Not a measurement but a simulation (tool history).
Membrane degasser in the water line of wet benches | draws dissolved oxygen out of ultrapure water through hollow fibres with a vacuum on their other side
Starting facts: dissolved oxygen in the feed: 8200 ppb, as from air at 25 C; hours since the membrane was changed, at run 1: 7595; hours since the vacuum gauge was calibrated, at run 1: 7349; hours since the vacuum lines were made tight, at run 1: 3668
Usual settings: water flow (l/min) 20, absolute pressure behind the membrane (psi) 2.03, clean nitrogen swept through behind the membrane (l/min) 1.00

run    hour  water flow (l/min)  absolute pressure behind the membrane (psi)  clean nitrogen swept through behind the membrane (l/min)  hours since the membrane was changed  hours since the vacuum gauge was calibrated  hours since the vacuum lines were made tight  dissolved oxygen in the water behind the degasser (ppb)  pressure that the water loses in the fibres (psi)
  1     0.0                  20                                         2.03                                                      1.00                                  7595                                         7349                                          3668                                                    486.7                                             10.502
  2   204.2                  20                                         1.61                                                      1.00                                  7799                                         7553                                          3873                                                    370.9                                             10.440
  3   314.6                  20                                         1.99                                                      1.00                                  7909                                         7663                                          3983                                                    473.3                                             10.460
  4   468.9                  20                                         1.99                                                      1.00                                  8064                                         7818                                          4137                                                    474.7                                             10.508
  5   679.8                  20                                         1.99                                                      1.00                                  8274                                         8029                                          4348                                                    477.6                                             10.538
  6   857.4                  20                                         2.03                                                      1.00                                  8452                                         8206                                          4526                                                    489.6                                             10.559
  7   974.8                  20                                         2.03                                                      1.00                                  8569                                         8324                                          4643                                                    490.0                                             10.489
  8  1089.3                  20                                         2.03                                                      1.00                                  8684                                         8438                                          4758                                                    492.6                                             10.515
     1125.8  -- vacuum gauge calibrated
  9  1266.4                  20                                         2.03                                                      1.00                                  8860                                          141                                          4934                                                    466.3                                             10.546
 10  1385.4                  20                                         2.60                                                      1.00                                  8979                                          260                                          5053                                                    627.7                                             10.563
     1422.3  -- seals of the vacuum lines changed
 11  1619.6                  20                                         2.60                                                      1.00                                  9212                                          492                                           197                                                    615.4                                             10.607
 12  1839.3                  20                                         2.38                                                      1.00                                  9431                                          712                                           417                                                    562.3                                             10.644
 13  2021.6                  16                                         2.03                                                      2.35                                  9614                                          894                                           599                                                    176.8                                              8.448
 14  2274.0                  19                                         3.07                                                      2.25                                  9866                                         1146                                           852                                                    355.1                                             10.076
 15  2495.4                  20                                         4.00                                                      1.00                                 10087                                         1368                                          1073                                                    967.4                                             10.675
 16  2696.4                  24                                         2.92                                                      2.23                                 10288                                         1569                                          1274                                                    418.2                                             12.734
 17  2809.5                  14                                         4.87                                                      0.65                                 10402                                         1682                                          1387                                                   1277.3                                              7.467
 18  2922.8                  14                                         4.87                                                      0.65                                 10515                                         1795                                          1501                                                   1242.4                                              7.406
 19  3078.2                  16                                         1.90                                                      2.79                                 10670                                         1950                                          1656                                                    139.5                                              8.505
 20  3319.1                  20                                         1.90                                                      2.28                                 10911                                         2191                                          1897                                                    208.2                                             10.681
 21  3483.8                  20                                         1.90                                                      2.28                                 11076                                         2356                                          2062                                                    211.5                                             10.646
 22  3606.9                  14                                         3.16                                                      1.82                                 11199                                         2479                                          2185                                                    337.8                                              7.482
 23  3735.4                  20                                         2.03                                                      1.35                                 11328                                         2608                                          2313                                                    364.5                                             10.675

3 options for the next run, each taken on its own from the tool as it stands now. Forecast them:
  A  3863.0                  16                                         1.70                                                      0.49                                 11455                                         2735                                          2441                                                        ?                                                  ?
  B  3863.0                  14                                         3.42                                                      0.41                                 11455                                         2735                                          2441                                                        ?                                                  ?
  C  3863.0                  19                                         2.58                                                      0.90                                 11455                                         2735                                          2441                                                        ?                                                  ?

run  dissolved oxygen in the water behind the degasser (ppb)  pressure that the water loses in the fibres (psi)
  A                                                    556.1                                              8.554
  B                                                   1258.7                                              7.474
  C                                                    652.9                                             10.180
Stripped of hidden state, with their random variation kept, the same runs would have yielded:
run  dissolved oxygen in the water behind the degasser (ppb)  pressure that the water loses in the fibres (psi)
  A                                                    546.0                                              8.066
  B                                                   1246.0                                              7.046
  C                                                    642.7                                              9.599
